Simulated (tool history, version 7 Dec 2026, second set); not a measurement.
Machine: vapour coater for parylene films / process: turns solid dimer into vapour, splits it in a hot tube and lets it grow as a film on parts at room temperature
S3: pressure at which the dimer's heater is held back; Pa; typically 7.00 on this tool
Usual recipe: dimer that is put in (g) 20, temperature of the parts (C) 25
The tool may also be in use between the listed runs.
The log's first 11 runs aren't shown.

Run 12, hour 360.7: usual settings but dimer that is put in (g) 32. Result: thickness of the film (nm) 7350.
Run 13, hour 402.7: usual settings but dimer that is put in (g) 32. Result: thickness of the film (nm) 7280.
Run 14, hour 436.1: usual settings but dimer that is put in (g) 32. Result: thickness of the film (nm) 7220.
Run 15, hour 457.5: usual settings but dimer that is put in (g) 32. Result: thickness of the film (nm) 7180.
Run 16, hour 496.2: usual settings. Result: thickness of the film (nm) 4370.
At hour 501.7: table's thermometer calibrated.
Run 17, hour 519.8: usual settings. Result: thickness of the film (nm) 4400.
Run 18, hour 548.4: usual settings. Result: thickness of the film (nm) 4370.
Run 19, hour 598.6: usual settings but dimer that is put in (g) 25, temperature of the parts (C) 24, S3 2.84 Pa. Result: thickness of the film (nm) 6880.
Run 20, hour 629.7: usual settings but dimer that is put in (g) 25, temperature of the parts (C) 24, S3 2.84 Pa. Result: thickness of the film (nm) 6790.
At hour 633.9: table's thermometer calibrated, once more.
Run 21, hour 682.5: usual settings but dimer that is put in (g) 36, temperature of the parts (C) 24, S3 2.84 Pa. Result: thickness of the film (nm) 9830.
Run 22, hour 731.9: usual settings but dimer that is put in (g) 9, temperature of the parts (C) 32, S3 6.60 Pa. Result: thickness of the film (nm) 1510.
Run 23, hour 776.2: usual settings but temperature of the parts (C) 19, S3 8.56 Pa. Result: thickness of the film (nm) 5170.
Run 24, hour 811.1: usual settings but temperature of the parts (C) 19, S3 8.56 Pa. Result: thickness of the film (nm) 5120.
Run 25, hour 834.6: usual settings but dimer that is put in (g) 10, temperature of the parts (C) 18, S3 5.24 Pa. Result: thickness of the film (nm) 2890.
Run 26, hour 879.8: usual settings but dimer that is put in (g) 13, temperature of the parts (C) 18, S3 5.24 Pa. Result: thickness of the film (nm) 3750.
Run 27, hour 918.9: usual settings but dimer that is put in (g) 10, temperature of the parts (C) 32, S3 5.24 Pa. Result: thickness of the film (nm) 1670.
Run 28, hour 940.2: usual settings but dimer that is put in (g) 9, temperature of the parts (C) 23, S3 5.24 Pa. Result: thickness of the film (nm) 2120.
Run 29, hour 977.9: usual settings but dimer that is put in (g) 9, temperature of the parts (C) 34, S3 4.41 Pa. Result: thickness of the film (nm) 1450.
At hour 1002.7: trap's valve overhauled.
Run 30, hour 1020.3: usual settings but dimer that is put in (g) 32, temperature of the parts (C) 32, S3 3.30 Pa. Result: thickness of the film (nm) 6870.
Run 31, hour 1059.0: usual settings but dimer that is put in (g) 10, temperature of the parts (C) 36, S3 2.18 Pa. Result: thickness of the film (nm) 1970.
Run 32, hour 1081.9: usual settings but dimer that is put in (g) 10, temperature of the parts (C) 26, S3 3.91 Pa. Result: thickness of the film (nm) 2550.

Run 33 is up next; what results do you expect?
Run 33, hour 1116.7: usual settings but dimer that is put in (g) 10, temperature of the parts (C) 26, S3 3.91 Pa. Result: thickness of the film (nm) ?.

thickness of the film (nm): 2610
With no hidden state in the tool, this same run would have given thickness of the film (nm) 2710.
